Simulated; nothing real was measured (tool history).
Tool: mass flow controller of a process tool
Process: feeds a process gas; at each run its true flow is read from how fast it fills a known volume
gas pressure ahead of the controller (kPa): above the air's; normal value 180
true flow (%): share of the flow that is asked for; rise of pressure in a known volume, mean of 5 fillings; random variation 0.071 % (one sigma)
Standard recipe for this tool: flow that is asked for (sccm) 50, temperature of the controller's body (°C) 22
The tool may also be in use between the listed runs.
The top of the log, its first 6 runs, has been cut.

run	hour	flow that is asked for (sccm)	gas pressure ahead of the controller (kPa)	temperature of the controller's body (°C)	hours of work since the controller was set to zero	hours of work since the controller was changed	true flow (%)
7	1701.5	70	180	22	2211	2211	100.34
8	1907.1	70	180	22	2370	2370	100.45
9	2131.1	70	180	22	2543	2543	100.5
10	2314.8	70	180	22	2685	2685	100.48
11	2562	70	180	22	2877	2877	100.7
12	2721.5	28	180	22	3000	3000	100.06
13	2970.7	50	180	22	3193	3193	100.34
14	3166.8	50	180	22	3345	3345	100.39
15	3342.5	50	201	22	3481	3481	100.43
16	3526.5	50	150	22	3624	3624	100.68
17	3779.3	50	150	22	3819	3819	100.68
18	4007.8	50	150	22	3996	3996	100.92
19	4349.4	50	180	22	4261	4261	100.72
20	4563.1	50	180	22	4426	4426	100.78
21	4846.8	50	180	22	4646	4646	100.8
# hour 4882.5: controller's zero set anew
22	5075.2	50	180	22	149	4822	100.86
23	5413	50	180	22	411	5084	101
24	5575.7	50	180	40	537	5210	99.56

For run 25, what comes out?
25	5802.6	50	180	40	712	5386	?

true flow (%): 99.57
Take away the tool's hidden state, keep the run-to-run variation as it was, and the same run would have given true flow (%) 98.09.
